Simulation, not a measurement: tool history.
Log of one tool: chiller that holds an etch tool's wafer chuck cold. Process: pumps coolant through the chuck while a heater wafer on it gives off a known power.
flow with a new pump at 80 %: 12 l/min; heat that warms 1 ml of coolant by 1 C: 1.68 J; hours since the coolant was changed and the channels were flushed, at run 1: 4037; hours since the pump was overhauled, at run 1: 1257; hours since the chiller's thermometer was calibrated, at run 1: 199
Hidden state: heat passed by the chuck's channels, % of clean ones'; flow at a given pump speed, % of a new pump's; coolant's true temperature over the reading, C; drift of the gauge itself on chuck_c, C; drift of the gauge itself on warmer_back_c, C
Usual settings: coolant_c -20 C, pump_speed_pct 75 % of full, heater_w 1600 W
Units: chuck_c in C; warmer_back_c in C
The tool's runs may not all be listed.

run,hour,coolant_c,pump_speed_pct,heater_w,hours since the coolant was changed and the channels were flushed,hours since the pump was overhauled,hours since the chiller's thermometer was calibrated,chuck_c,warmer_back_c
1,0.0,-20,75,1600,4037,1257,199,-8.6,5.13
2,65.3,-20,75,1600,4103,1323,264,-8.7,5.12
3,167.5,-30,75,1600,4205,1425,366,-18.7,5.10
4,216.4,-20,64,1600,4254,1474,415,-7.2,6.06
5,294.0,-20,75,1212,4331,1551,493,-11.4,3.88
6,367.4,-20,75,1212,4405,1625,566,-11.4,3.86
7,451.5,-20,75,1212,4489,1709,650,-11.4,3.88
8,508.0,-20,75,1212,4545,1765,707,-11.4,3.91
9,603.1,-20,75,1212,4641,1860,802,-11.4,3.82
10,692.5,-20,75,1212,4730,1950,891,-11.4,3.88
11,757.7,-21,75,1600,4795,2015,956,-9.5,5.10
12,816.1,-21,75,1600,4854,2073,1015,-9.8,5.14
13,894.0,-21,75,1600,4931,2151,1093,-9.7,5.10
14,991.1,-21,75,1600,5029,2248,1190,-9.8,5.09
15,1051.2,-21,75,1600,5089,2308,1250,-9.4,5.13
16,1132.7,-20,67,1600,5170,2390,1331,-7.9,5.72
17,1182.8,-20,67,1600,5220,2440,1381,-8.0,5.74
18,1275.8,-22,89,1600,5313,2533,1474,-11.9,4.24
19,1367.3,-22,89,1600,5405,2624,1566,-12.1,4.29
20,1467.9,-17,73,1600,5505,2725,1667,-5.5,5.26
21,1538.5,-26,70,1600,5576,2796,1737,-14.3,5.51
22,1611.6,-26,70,1600,5649,2869,1810,-14.0,5.49
23,1683.2,-20,62,1122,5721,2940,1882,-11.0,4.39
24,1779.4,-22,66,1122,5817,3037,1978,-13.2,4.06
25,1829.1,-22,66,1122,5867,3086,2028,-13.6,4.16
# hour 1908.1: chiller's thermometer calibrated
26,1933.9,-18,97,2070,5970,3190,26,-5.5,5.07
27,1994.8,-18,61,2276,6031,3251,87,0.6,9.02
28,2038.8,-18,61,2276,6075,3295,131,0.4,8.98
29,2127.9,-18,61,2276,6164,3384,220,0.6,9.02
30,2219.7,-19,97,2114,6256,3476,312,-6.5,5.11
31,2268.1,-19,97,2114,6305,3524,360,-6.4,5.14
32,2359.0,-12,77,831,6395,3615,451,-6.2,2.58

4 ways to go on from here, each from the tool as it stands after run 32. What would each give?
A,2405.6,-12,78,2058,6442,3662,498,?,?
B,2405.6,-20,71,1600,6442,3662,498,?,?
C,2405.6,-21,62,1612,6442,3662,498,?,?
D,2405.6,-12,77,2109,6442,3662,498,?,?

run,chuck_c,warmer_back_c
A,2.1,6.31
B,-8.2,5.41
C,-8.0,6.23
D,2.7,6.52
Without the tool's hidden state the same runs would have given:
run,chuck_c,warmer_back_c
A,2.1,6.31
B,-8.2,5.40
C,-8.0,6.23
D,2.6,6.51
